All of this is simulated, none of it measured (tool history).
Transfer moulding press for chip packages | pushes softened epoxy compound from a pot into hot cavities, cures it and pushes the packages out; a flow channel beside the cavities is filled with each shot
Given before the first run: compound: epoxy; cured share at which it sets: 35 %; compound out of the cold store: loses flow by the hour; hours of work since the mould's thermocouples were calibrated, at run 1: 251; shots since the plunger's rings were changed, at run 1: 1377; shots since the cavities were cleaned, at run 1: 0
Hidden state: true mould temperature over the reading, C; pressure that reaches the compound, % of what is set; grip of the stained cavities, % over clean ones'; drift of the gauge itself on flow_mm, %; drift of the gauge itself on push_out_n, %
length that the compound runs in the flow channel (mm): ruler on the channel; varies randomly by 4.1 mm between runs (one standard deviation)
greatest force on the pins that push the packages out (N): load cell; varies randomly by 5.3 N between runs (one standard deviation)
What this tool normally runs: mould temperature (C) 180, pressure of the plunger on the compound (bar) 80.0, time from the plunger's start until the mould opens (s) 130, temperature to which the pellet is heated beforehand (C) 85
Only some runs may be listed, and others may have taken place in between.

run    hour  mould temperature (C)  pressure of the plunger on the compound (bar)  time from the plunger's start until the mould opens (s)  temperature to which the pellet is heated beforehand (C)  hours of work since the mould's thermocouples were calibrated  shots since the plunger's rings were changed  shots since the cavities were cleaned  incoming compound's hours out of the cold store  length that the compound runs in the flow channel (mm)  greatest force on the pins that push the packages out (N)
  1     0.0                    180                                           80.0                                                      130                                                        85                                                            251                                          1377                                      0                                             23.5                                                     790                                                        169
  2    30.3                    180                                           80.0                                                      130                                                        93                                                            270                                          1633                                    256                                             32.6                                                     777                                                        249
  3    91.1                    180                                           80.0                                                      130                                                        93                                                            307                                          2149                                    772                                             12.3                                                     799                                                        316
      116.5  -- cavities cleaned with cleaning compound and waxed
  4   127.6                    180                                           80.0                                                      130                                                        93                                                            328                                          2445                                     93                                             44.8                                                     744                                                        195
      154.0  -- mould's thermocouples calibrated
  5   180.1                    180                                           80.0                                                      130                                                        85                                                             16                                          2874                                    522                                             37.4                                                     755                                                        268
      234.2  -- cavities cleaned with cleaning compound and waxed
  6   242.8                    180                                           80.0                                                      130                                                        85                                                             53                                          3393                                     73                                             42.8                                                     742                                                        192
  7   300.0                    180                                           80.0                                                      130                                                        85                                                             87                                          3878                                    558                                             17.7                                                     771                                                        291
      331.1  -- mould's thermocouples calibrated, once more
      354.0  -- cavities cleaned with cleaning compound and waxed
  8   354.5                    180                                           80.0                                                      130                                                        85                                                             13                                          4311                                      5                                             39.5                                                     728                                                        172
  9   424.0                    180                                           81.8                                                      130                                                        85                                                             55                                          4899                                    593                                             11.4                                                     774                                                        293
 10   465.6                    180                                           81.8                                                      130                                                        85                                                             80                                          5253                                    947                                             17.5                                                     760                                                        334
      472.8  -- cavities cleaned with cleaning compound and waxed
 11   519.2                    180                                           78.8                                                      130                                                        85                                                            112                                          5694                                    393                                             10.2                                                     751                                                        268
 12   555.7                    180                                           80.0                                                      130                                                        85                                                            134                                          6003                                    702                                             11.7                                                     760                                                        314
      591.7  -- cavities cleaned with cleaning compound and waxed
 13   615.6                    180                                           80.0                                                      130                                                        85                                                            169                                          6499                                    203                                             29.8                                                     719                                                        228
      623.9  -- plunger's sealing rings changed
 14   657.4                    180                                           80.0                                                      130                                                        85                                                            193                                           284                                    536                                             39.6                                                     782                                                        285
      710.4  -- cavities cleaned with cleaning compound and waxed
 15   726.5                    188                                           80.0                                                      111                                                        76                                                            234                                           857                                    136                                             17.8                                                     791                                                        206
 16   761.0                    178                                           63.9                                                      118                                                        85                                                            254                                          1150                                    429                                             26.2                                                     717                                                        334
 17   801.1                    178                                           63.9                                                      118                                                        86                                                            279                                          1490                                    769                                             28.2                                                     713                                                        370
      827.9  -- cavities cleaned with cleaning compound and waxed
 18   841.3                    178                                           63.9                                                      118                                                        86                                                            302                                          1818                                    113                                             42.0                                                     681                                                        239
      906.5  -- mould's thermocouples calibrated
 19   908.2                    184                                           68.5                                                      167                                                        94                                                              1                                          2368                                    663                                             29.4                                                     703                                                        280
      947.4  -- cavities cleaned with cleaning compound and waxed
 20   963.5                    181                                           80.0                                                      130                                                        85                                                             33                                          2824                                    136                                             39.6                                                     741                                                        215
 21   991.7                    181                                           87.2                                                      128                                                        85                                                             51                                          3063                                    375                                             46.3                                                     759                                                        268
 22  1034.9                    178                                           87.2                                                      120                                                        85                                                             77                                          3430                                    742                                             44.6                                                     766                                                        376
     1062.9  -- cavities cleaned with cleaning compound and waxed
 23  1073.8                    180                                           74.3                                                      123                                                        76                                                             99                                          3747                                     92                                              8.8                                                     768                                                        224
 24  1123.2                    179                                           75.8                                                      170                                                        80                                                            129                                          4166                                    511                                             41.0                                                     702                                                        271
     1179.9  -- cavities cleaned with cleaning compound and waxed
 25  1186.0                    183                                           75.8                                                      170                                                        93                                                            166                                          4685                                     51                                             44.0                                                     691                                                        171
 26  1223.8                    180                                           92.3                                                      158                                                        85                                                            189                                          5006                                    372                                             47.1                                                     750                                                        244
 27  1285.1                    180                                           92.3                                                      158                                                        85                                                            226                                          5526                                    892                                             36.6                                                     770                                                        318

Across each entry between runs, compare the hidden state at the last listed run before it with the hidden state at the first listed run after it:
Run 3 -> run 4: cavities cleaned with cleaning compound and waxed (hour 116.5)
  true mould temperature over the reading, C: 0.75 -> 0.8; pressure that reaches the compound, % of what is set: 92.44 -> 91.49; grip of the stained cavities, % over clean ones': 83.5 -> 16.5
  difference, measured minus the result without the unlogged condition, length that the compound runs in the flow channel (mm): -34 -> -35; greatest force on the pins that push the packages out (N): +142 -> +24
Run 4 -> run 5: mould's thermocouples calibrated (hour 154.0)
  true mould temperature over the reading, C: 0.8 -> 1.14; pressure that reaches the compound, % of what is set: 91.49 -> 90.16; grip of the stained cavities, % over clean ones': 16.5 -> 65.5
  difference, measured minus the result without the unlogged condition, length that the compound runs in the flow channel (mm): -35 -> -43; greatest force on the pins that push the packages out (N): +24 -> +101
Run 5 -> run 6: cavities cleaned with cleaning compound and waxed (hour 234.2)
  true mould temperature over the reading, C: 1.14 -> 1.23; pressure that reaches the compound, % of what is set: 90.16 -> 88.43; grip of the stained cavities, % over clean ones': 65.5 -> 15.7
  difference, measured minus the result without the unlogged condition, length that the compound runs in the flow channel (mm): -43 -> -49; greatest force on the pins that push the packages out (N): +101 -> +22
Run 7 -> run 8: mould's thermocouples calibrated, once more (hour 331.1); cavities cleaned with cleaning compound and waxed (hour 354.0)
  true mould temperature over the reading, C: 1.32 -> 0.37; pressure that reaches the compound, % of what is set: 86.97 -> 85.5; grip of the stained cavities, % over clean ones': 68.4 -> 2.3
  difference, measured minus the result without the unlogged condition, length that the compound runs in the flow channel (mm): -59 -> -60; greatest force on the pins that push the packages out (N): +110 -> +3
Run 10 -> run 11: cavities cleaned with cleaning compound and waxed (hour 472.8)
  true mould temperature over the reading, C: 0.54 -> 0.61; pressure that reaches the compound, % of what is set: 82.3 -> 80.96; grip of the stained cavities, % over clean ones': 90.2 -> 58.1
  difference, measured minus the result without the unlogged condition, length that the compound runs in the flow channel (mm): -79 -> -85; greatest force on the pins that push the packages out (N): +156 -> +95
Run 12 -> run 13: cavities cleaned with cleaning compound and waxed (hour 591.7)
  true mould temperature over the reading, C: 0.67 -> 0.75; pressure that reaches the compound, % of what is set: 80.11 -> 78.54; grip of the stained cavities, % over clean ones': 80.1 -> 34.1
  difference, measured minus the result without the unlogged condition, length that the compound runs in the flow channel (mm): -90 -> -94; greatest force on the pins that push the packages out (N): +138 -> +54
Run 13 -> run 14: plunger's sealing rings changed (hour 623.9)
  true mould temperature over the reading, C: 0.75 -> 0.81; pressure that reaches the compound, % of what is set: 78.54 -> 97.67; grip of the stained cavities, % over clean ones': 34.1 -> 69.2
  difference, measured minus the result without the unlogged condition, length that the compound runs in the flow channel (mm): -94 -> -11; greatest force on the pins that push the packages out (N): +54 -> +116
Run 14 -> run 15: cavities cleaned with cleaning compound and waxed (hour 710.4)
  true mould temperature over the reading, C: 0.81 -> 0.91; pressure that reaches the compound, % of what is set: 97.67 -> 95.62; grip of the stained cavities, % over clean ones': 69.2 -> 24.4
  difference, measured minus the result without the unlogged condition, length that the compound runs in the flow channel (mm): -11 -> -19; greatest force on the pins that push the packages out (N): +116 -> +37
Run 17 -> run 18: cavities cleaned with cleaning compound and waxed (hour 827.9)
  true mould temperature over the reading, C: 1.02 -> 1.07; pressure that reaches the compound, % of what is set: 93.57 -> 92.43; grip of the stained cavities, % over clean ones': 83.1 -> 21.3
  difference, measured minus the result without the unlogged condition, length that the compound runs in the flow channel (mm): -26 -> -29; greatest force on the pins that push the packages out (N): +155 -> +32
Run 18 -> run 19: mould's thermocouples calibrated (hour 906.5)
  true mould temperature over the reading, C: 1.07 -> -0.49; pressure that reaches the compound, % of what is set: 92.43 -> 90.51; grip of the stained cavities, % over clean ones': 21.3 -> 77.1
  difference, measured minus the result without the unlogged condition, length that the compound runs in the flow channel (mm): -29 -> -35; greatest force on the pins that push the packages out (N): +32 -> +118
Run 19 -> run 20: cavities cleaned with cleaning compound and waxed (hour 947.4)
  true mould temperature over the reading, C: -0.49 -> -0.41; pressure that reaches the compound, % of what is set: 90.51 -> 89.06; grip of the stained cavities, % over clean ones': 77.1 -> 24.6
  difference, measured minus the result without the unlogged condition, length that the compound runs in the flow channel (mm): -35 -> -43; greatest force on the pins that push the packages out (N): +118 -> +43
Run 22 -> run 23: cavities cleaned with cleaning compound and waxed (hour 1062.9)
  true mould temperature over the reading, C: -0.3 -> -0.25; pressure that reaches the compound, % of what is set: 86.89 -> 85.83; grip of the stained cavities, % over clean ones': 81.4 -> 18.8
  difference, measured minus the result without the unlogged condition, length that the compound runs in the flow channel (mm): -55 -> -60; greatest force on the pins that push the packages out (N): +172 -> +37
Run 24 -> run 25: cavities cleaned with cleaning compound and waxed (hour 1179.9)
  true mould temperature over the reading, C: -0.18 -> -0.08; pressure that reaches the compound, % of what is set: 84.39 -> 82.71; grip of the stained cavities, % over clean ones': 66.3 -> 11.1
  difference, measured minus the result without the unlogged condition, length that the compound runs in the flow channel (mm): -62 -> -69; greatest force on the pins that push the packages out (N): +106 -> +17

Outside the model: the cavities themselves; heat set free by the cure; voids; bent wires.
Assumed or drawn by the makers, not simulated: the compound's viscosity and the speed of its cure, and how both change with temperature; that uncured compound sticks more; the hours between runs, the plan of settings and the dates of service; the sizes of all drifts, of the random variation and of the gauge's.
